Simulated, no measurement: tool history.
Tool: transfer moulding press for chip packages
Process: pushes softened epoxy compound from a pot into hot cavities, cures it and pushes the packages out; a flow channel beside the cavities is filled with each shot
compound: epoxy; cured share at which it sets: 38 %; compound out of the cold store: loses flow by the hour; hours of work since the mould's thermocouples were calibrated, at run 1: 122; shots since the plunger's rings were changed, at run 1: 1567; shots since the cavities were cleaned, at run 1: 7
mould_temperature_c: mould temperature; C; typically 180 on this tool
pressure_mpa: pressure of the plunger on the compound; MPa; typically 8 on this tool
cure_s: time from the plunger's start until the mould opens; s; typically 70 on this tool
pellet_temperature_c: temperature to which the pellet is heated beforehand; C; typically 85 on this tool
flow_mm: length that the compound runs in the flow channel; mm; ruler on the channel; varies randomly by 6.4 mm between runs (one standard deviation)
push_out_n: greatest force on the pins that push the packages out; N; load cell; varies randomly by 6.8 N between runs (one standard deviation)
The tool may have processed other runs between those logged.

| run | hour | mould_temperature_c | pressure_mpa | cure_s | pellet_temperature_c | hours of work since the mould's thermocouples were calibrated | shots since the plunger's rings were changed | shots since the cavities were cleaned | incoming compound's hours out of the cold store | flow_mm | push_out_n |
|---|---|---|---|---|---|---|---|---|---|---|---|
| 1 | 0 | 180 | 8 | 70 | 85 | 122 | 1567 | 7 | 31.4 | 754 | 282 |
| 2 | 49.6 | 180 | 8 | 70 | 85 | 144 | 2077 | 517 | 14.1 | 784 | 412 |
|  | 57.7 | cavities cleaned with cleaning compound and waxed |
| 3 | 104.1 | 180 | 8 | 70 | 85 | 167 | 2623 | 478 | 20 | 765 | 440 |
|  | 116.4 | cavities cleaned with cleaning compound and waxed |
| 4 | 141 | 180 | 8 | 70 | 85 | 183 | 2987 | 253 | 16 | 768 | 377 |
|  | 176.9 | cavities cleaned with cleaning compound and waxed |
| 5 | 181.6 | 180 | 8 | 70 | 85 | 200 | 3389 | 48 | 44.4 | 727 | 309 |
|  | 235.5 | cavities cleaned with cleaning compound and waxed |
| 6 | 245.2 | 180 | 8 | 70 | 85 | 228 | 4029 | 101 | 29.1 | 732 | 334 |
|  | 292.6 | cavities cleaned with cleaning compound and waxed |
| 7 | 295.4 | 180 | 8 | 73 | 85 | 249 | 4529 | 29 | 37.3 | 725 | 294 |
|  | 301.4 | mould's thermocouples calibrated |
| 8 | 349.7 | 180 | 8 | 70 | 85 | 21 | 5067 | 567 | 46.4 | 715 | 441 |
|  | 356.3 | cavities cleaned with cleaning compound and waxed |
| 9 | 410.9 | 180 | 8 | 70 | 85 | 48 | 5682 | 562 | 37.3 | 716 | 437 |
|  | 417 | cavities cleaned with cleaning compound and waxed |
| 10 | 456.3 | 180 | 8 | 70 | 85 | 67 | 6133 | 404 | 43.3 | 703 | 421 |
|  | 479.8 | cavities cleaned with cleaning compound and waxed |
|  | 533.7 | plunger's sealing rings changed |
| 11 | 534.9 | 180 | 8 | 70 | 85 | 100 | 12 | 541 | 17.9 | 793 | 458 |
|  | 543.1 | cavities cleaned with cleaning compound and waxed |
| 12 | 575.8 | 180 | 8 | 70 | 81 | 117 | 417 | 336 | 8.3 | 827 | 397 |
|  | 603.5 | cavities cleaned with cleaning compound and waxed |
|  | 651.5 | mould's thermocouples calibrated, once more |
| 13 | 652.6 | 180 | 8 | 70 | 92 | 0 | 1171 | 484 | 33.6 | 753 | 422 |
|  | 663.3 | cavities cleaned with cleaning compound and waxed |
| 14 | 703 | 180 | 6.88 | 64 | 94 | 22 | 1675 | 409 | 31.4 | 711 | 472 |
|  | 721 | cavities cleaned with cleaning compound and waxed |
| 15 | 760.1 | 178 | 9.72 | 70 | 90 | 47 | 2246 | 401 | 42.1 | 824 | 452 |
|  | 781.9 | cavities cleaned with cleaning compound and waxed |
| 16 | 812.9 | 178 | 9.72 | 70 | 90 | 69 | 2775 | 319 | 41.2 | 808 | 429 |
|  | 838.7 | cavities cleaned with cleaning compound and waxed |
| 17 | 851.9 | 178 | 9.72 | 70 | 90 | 86 | 3161 | 136 | 30.6 | 824 | 375 |
|  | 896.7 | cavities cleaned with cleaning compound and waxed |
| 18 | 905.9 | 183 | 8.23 | 70 | 90 | 109 | 3701 | 95 | 25.4 | 754 | 272 |
| 19 | 938.1 | 183 | 8.23 | 70 | 90 | 123 | 4033 | 427 | 34.5 | 741 | 349 |
|  | 954.5 | cavities cleaned with cleaning compound and waxed |
| 20 | 989.2 | 183 | 8.23 | 70 | 90 | 145 | 4543 | 357 | 35.6 | 746 | 331 |
|  | 1011.4 | cavities cleaned with cleaning compound and waxed |
| 21 | 1034.9 | 180 | 8 | 70 | 76 | 165 | 4997 | 241 | 33.1 | 725 | 375 |
|  | 1071.6 | cavities cleaned with cleaning compound and waxed |
| 22 | 1101.4 | 180 | 8 | 70 | 76 | 193 | 5667 | 308 | 45.9 | 712 | 385 |
|  | 1128.6 | cavities cleaned with cleaning compound and waxed |
| 23 | 1166.2 | 180 | 8 | 70 | 76 | 221 | 6318 | 387 | 43 | 696 | 412 |
|  | 1191.1 | cavities cleaned with cleaning compound and waxed |
|  | 1225.6 | plunger's sealing rings changed |
| 24 | 1234.7 | 179 | 8 | 65 | 76 | 250 | 94 | 423 | 11.7 | 809 | 573 |
|  | 1256.9 | cavities cleaned with cleaning compound and waxed |
| 25 | 1284.9 | 180 | 8.96 | 70 | 92 | 271 | 595 | 287 | 40.1 | 802 | 375 |

Branching from run 25: 3 alternative next runs. What would each branch give?
|  | 1313.7 | cavities cleaned with cleaning compound and waxed |
| A | 1327.5 | 180 | 8.75 | 64 | 86 | 289 | 1018 | 142 | 43 | ? | ? |
|  | 1313.7 | cavities cleaned with cleaning compound and waxed |
| B | 1327.5 | 180 | 8.96 | 70 | 86 | 289 | 1018 | 142 | 38.9 | ? | ? |
|  | 1313.7 | cavities cleaned with cleaning compound and waxed |
| C | 1327.5 | 184 | 9.75 | 90 | 85 | 289 | 1018 | 142 | 30.5 | ? | ? |

| run | flow_mm | push_out_n |
|---|---|---|
| A | 788 | 422 |
| B | 800 | 349 |
| C | 835 | 244 |
With the hidden condition removed and each run's random variation left untouched, the same runs would have given:
| run | flow_mm | push_out_n |
|---|---|---|
| A | 796 | 331 |
| B | 808 | 275 |
| C | 843 | 202 |
